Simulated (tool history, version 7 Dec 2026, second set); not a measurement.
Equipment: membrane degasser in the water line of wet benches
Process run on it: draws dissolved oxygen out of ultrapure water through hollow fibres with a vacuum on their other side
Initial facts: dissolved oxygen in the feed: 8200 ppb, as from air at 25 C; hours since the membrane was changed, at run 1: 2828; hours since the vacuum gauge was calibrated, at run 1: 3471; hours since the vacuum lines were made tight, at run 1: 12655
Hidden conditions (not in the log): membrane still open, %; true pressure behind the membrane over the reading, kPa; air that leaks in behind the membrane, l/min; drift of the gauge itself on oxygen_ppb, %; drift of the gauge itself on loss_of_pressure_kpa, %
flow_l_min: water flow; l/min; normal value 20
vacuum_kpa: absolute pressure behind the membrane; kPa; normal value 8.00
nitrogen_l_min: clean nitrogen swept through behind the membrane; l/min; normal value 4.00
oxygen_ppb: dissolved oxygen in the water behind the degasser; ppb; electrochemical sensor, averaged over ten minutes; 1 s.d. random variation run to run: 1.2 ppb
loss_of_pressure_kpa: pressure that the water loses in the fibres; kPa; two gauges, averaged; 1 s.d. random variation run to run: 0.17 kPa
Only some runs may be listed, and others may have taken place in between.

| run | hour | flow_l_min | vacuum_kpa | nitrogen_l_min | hours since the membrane was changed | hours since the vacuum gauge was calibrated | hours since the vacuum lines were made tight | oxygen_ppb | loss_of_pressure_kpa |
|---|---|---|---|---|---|---|---|---|---|
| 1 | 0.0 | 20 | 8.00 | 4.00 | 2828 | 3471 | 12655 | 120.5 | 25.12 |
| 2 | 92.2 | 20 | 8.00 | 4.00 | 2920 | 3563 | 12747 | 120.9 | 25.34 |
| 3 | 188.9 | 20 | 8.00 | 4.00 | 3017 | 3660 | 12844 | 123.0 | 25.40 |
| 4 | 257.0 | 20 | 5.08 | 4.00 | 3085 | 3728 | 12912 | 86.1 | 25.39 |
| 5 | 320.6 | 20 | 5.08 | 4.00 | 3148 | 3791 | 12975 | 88.5 | 25.34 |
| 6 | 422.8 | 20 | 13.81 | 4.00 | 3251 | 3894 | 13078 | 193.4 | 25.21 |
| 7 | 524.6 | 20 | 13.81 | 4.00 | 3352 | 3995 | 13179 | 188.8 | 25.32 |
| 8 | 637.7 | 20 | 13.81 | 4.05 | 3465 | 4108 | 13293 | 190.3 | 25.43 |
| 9 | 700.4 | 26 | 13.81 | 4.05 | 3528 | 4171 | 13355 | 311.6 | 32.90 |
| 10 | 750.7 | 19 | 10.36 | 10.52 | 3579 | 4222 | 13406 | 86.3 | 24.28 |
| 11 | 800.7 | 13 | 9.14 | 1.75 | 3628 | 4271 | 13455 | 119.7 | 16.21 |
| 12 | 906.0 | 27 | 5.39 | 9.79 | 3734 | 4377 | 13561 | 186.5 | 34.45 |
| 13 | 962.1 | 27 | 5.39 | 9.79 | 3790 | 4433 | 13617 | 188.1 | 34.26 |
| 14 | 1043.2 | 20 | 12.66 | 4.00 | 3871 | 4514 | 13698 | 181.4 | 25.37 |
| 15 | 1123.2 | 20 | 12.66 | 4.00 | 3951 | 4594 | 13778 | 180.5 | 25.12 |

Alternative continuations, all from the tool just after run 15; predict every row:
| A | 1173.4 | 19 | 14.67 | 1.78 | 4001 | 4644 | 13828 | ? | ? |
| B | 1173.4 | 20 | 8.00 | 7.65 | 4001 | 4644 | 13828 | ? | ? |
| C | 1173.4 | 12 | 8.50 | 4.44 | 4001 | 4644 | 13828 | ? | ? |

| run | oxygen_ppb | loss_of_pressure_kpa |
|---|---|---|
| A | 339.2 | 24.34 |
| B | 95.4 | 25.33 |
| C | 43.7 | 15.43 |
Stripped of hidden state, with their random variation kept, the same runs would have yielded:
| run | oxygen_ppb | loss_of_pressure_kpa |
|---|---|---|
| A | 329.3 | 24.07 |
| B | 91.1 | 25.06 |
| C | 41.3 | 15.27 |
